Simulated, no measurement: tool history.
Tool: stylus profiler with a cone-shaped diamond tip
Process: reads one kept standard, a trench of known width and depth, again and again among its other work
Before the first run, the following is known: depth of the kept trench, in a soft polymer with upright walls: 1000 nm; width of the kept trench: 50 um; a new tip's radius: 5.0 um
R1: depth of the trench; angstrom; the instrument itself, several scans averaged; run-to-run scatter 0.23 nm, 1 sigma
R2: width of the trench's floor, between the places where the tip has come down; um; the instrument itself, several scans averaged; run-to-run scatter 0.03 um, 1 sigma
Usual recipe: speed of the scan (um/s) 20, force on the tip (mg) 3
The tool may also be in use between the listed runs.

Run 1, hour 0: usual settings. Result: R1 10111 angstrom, R2 40.04 um.
Run 2, hour 48.8: usual settings. Result: R1 10111.6 angstrom, R2 39.99 um.
Run 3, hour 153: usual settings but force on the tip (mg) 2.59. Result: R1 10088.6 angstrom, R2 39.82 um.
Run 4, hour 249.1: usual settings but force on the tip (mg) 2.59. Result: R1 10085.6 angstrom, R2 39.89 um.
Run 5, hour 304.2: usual settings but force on the tip (mg) 2.59. Result: R1 10088 angstrom, R2 39.83 um.
Run 6, hour 378.5: usual settings but force on the tip (mg) 2.59. Result: R1 10082.8 angstrom, R2 39.76 um.
Run 7, hour 458.7: usual settings but force on the tip (mg) 2.59. Result: R1 10082.9 angstrom, R2 39.71 um.
Run 8, hour 556: usual settings but speed of the scan (um/s) 53. Result: R1 10094.9 angstrom, R2 39.48 um.
Run 9, hour 638.9: usual settings. Result: R1 10086.8 angstrom, R2 39.53 um.
At hour 646.2: height scale calibrated on a step standard.
Run 10, hour 724.7: usual settings but speed of the scan (um/s) 70. Result: R1 10070.1 angstrom, R2 39.23 um.
Run 11, hour 827.8: usual settings but speed of the scan (um/s) 70. Result: R1 10068.2 angstrom, R2 39.2 um.
At hour 875: height scale calibrated on a step standard, once more.
Run 12, hour 903.7: usual settings but speed of the scan (um/s) 70. Result: R1 10145.9 angstrom, R2 39.13 um.
Run 13, hour 969: usual settings but speed of the scan (um/s) 9. Result: R1 10138.1 angstrom, R2 39.41 um.
Run 14, hour 1068.2: usual settings but speed of the scan (um/s) 9. Result: R1 10137.8 angstrom, R2 39.31 um.
At hour 1161.5: new tip fitted, height scale calibrated.
Run 15, hour 1168.3: usual settings but speed of the scan (um/s) 8, force on the tip (mg) 4.09. Result: R1 10175.3 angstrom, R2 43.97 um.
Run 16, hour 1266.9: usual settings but speed of the scan (um/s) 24, force on the tip (mg) 3.54. Result: R1 10155 angstrom, R2 43.78 um.
Run 17, hour 1357.1: usual settings but speed of the scan (um/s) 24, force on the tip (mg) 3.54. Result: R1 10152.3 angstrom, R2 43.62 um.
Run 18, hour 1405.9: usual settings but speed of the scan (um/s) 24, force on the tip (mg) 3.54. Result: R1 10148.7 angstrom, R2 43.62 um.

Expected results for the next run?
Run 19, hour 1476.7: usual settings but speed of the scan (um/s) 24, force on the tip (mg) 3.54. Result: R1 ?, R2 ?.

Logged for run 19: R1 10148.3 angstrom, R2 43.52 um.
Without the tool's hidden state the same run would have given R1 10159.8 angstrom, R2 43.88 um.
